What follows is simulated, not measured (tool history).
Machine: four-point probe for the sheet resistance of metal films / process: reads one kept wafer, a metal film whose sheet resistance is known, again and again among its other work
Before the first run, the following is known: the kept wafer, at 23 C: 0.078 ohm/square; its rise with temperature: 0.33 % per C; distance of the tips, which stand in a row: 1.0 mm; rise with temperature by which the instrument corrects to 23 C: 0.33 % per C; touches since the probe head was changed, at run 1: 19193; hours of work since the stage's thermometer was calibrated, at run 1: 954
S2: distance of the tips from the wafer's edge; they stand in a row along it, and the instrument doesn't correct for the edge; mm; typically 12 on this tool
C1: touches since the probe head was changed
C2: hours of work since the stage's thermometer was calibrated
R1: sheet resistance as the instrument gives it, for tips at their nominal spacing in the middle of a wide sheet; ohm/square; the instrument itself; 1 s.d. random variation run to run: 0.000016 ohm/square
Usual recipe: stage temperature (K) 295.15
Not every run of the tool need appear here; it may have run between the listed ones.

run 1 day=0 | stage_temperature_(K)=295.15 S2=12 | C1=19193 C2=954 | R1=0.077728
run 2 day=1.575 | stage_temperature_(K)=295.15 S2=12 | C1=20154 C2=973 | R1=0.077741
run 3 day=3.208 | stage_temperature_(K)=295.15 S2=12 | C1=21149 C2=991 | R1=0.077731
run 4 day=4.775 | stage_temperature_(K)=295.15 S2=12 | C1=22104 C2=1009 | R1=0.077731
run 5 day=6.058 | stage_temperature_(K)=295.15 S2=12 | C1=22885 C2=1024 | R1=0.077741
run 6 day=7.404 | stage_temperature_(K)=295.15 S2=12 | C1=23706 C2=1040 | R1=0.077747
run 7 day=8.946 | stage_temperature_(K)=295.15 S2=12 | C1=24644 C2=1057 | R1=0.077766
run 8 day=10.7 | stage_temperature_(K)=307.15 S2=12 | C1=25714 C2=1078 | R1=0.077728
run 9 day=11.629 | stage_temperature_(K)=307.15 S2=12 | C1=26282 C2=1088 | R1=0.077727
run 10 day=13.1 | stage_temperature_(K)=307.15 S2=12 | C1=27178 C2=1105 | R1=0.077729
run 11 day=14.742 | stage_temperature_(K)=295.15 S2=12 | C1=28179 C2=1124 | R1=0.077781
run 12 day=15.879 | stage_temperature_(K)=295.15 S2=12 | C1=28871 C2=1137 | R1=0.077756
run 13 day=16.65 | stage_temperature_(K)=299.15 S2=33 | C1=29342 C2=1146 | R1=0.077508
run 14 day=18.292 | stage_temperature_(K)=301.15 S2=38 | C1=30341 C2=1165 | R1=0.077509
run 15 day=19.771 | stage_temperature_(K)=300.15 S2=6 | C1=31244 C2=1182 | R1=0.078612
run 16 day=21.471 | stage_temperature_(K)=297.15 S2=9 | C1=32279 C2=1202 | R1=0.07799
run 17 day=22.646 | stage_temperature_(K)=302.15 S2=5 | C1=32995 C2=1215 | R1=0.079099
run 18 day=23.75 | stage_temperature_(K)=299.15 S2=4 | C1=33669 C2=1228 | R1=0.08001
run 19 day=24.771 | stage_temperature_(K)=301.15 S2=36 | C1=34290 C2=1240 | R1=0.077522
run 20 day=26.071 | stage_temperature_(K)=303.15 S2=6 | C1=35081 C2=1255 | R1=0.078625
run 21 day=27.092 | stage_temperature_(K)=303.15 S2=6 | C1=35706 C2=1266 | R1=0.078589
run 22 day=28.292 | stage_temperature_(K)=303.15 S2=6 | C1=36436 C2=1280 | R1=0.078605
run 23 day=29.021 | stage_temperature_(K)=300.15 S2=12 | C1=36882 C2=1289 | R1=0.077788
run 24 day=30.25 | stage_temperature_(K)=296.15 S2=4 | C1=37631 C2=1303 | R1=0.080027

For some of the steps in R1 from one run to the next: how much would appear even if the tool had no hidden state, given the settings, what came in and random variation, and how much remains for the hidden state plus any gauge scatter that the measured result and the result without hidden state don't share?
The tool's hidden condition here consists of: inner tips' distance over the nominal, %; tips' flats over new ones', %; wafer's true temperature over the reading, C; drift of the gauge itself on sheet_ohm, %.
Run 18 -> 19: stage temperature (K) 299.15 -> 301.15, S2 4 -> 36. R1 -0.002488 ohm/square: hidden state +0.000018, all else -0.002506.
Run 23 -> 24: stage temperature (K) 300.15 -> 296.15, S2 12 -> 4. R1 +0.002239 ohm/square: hidden state -0.000012, all else +0.002251.

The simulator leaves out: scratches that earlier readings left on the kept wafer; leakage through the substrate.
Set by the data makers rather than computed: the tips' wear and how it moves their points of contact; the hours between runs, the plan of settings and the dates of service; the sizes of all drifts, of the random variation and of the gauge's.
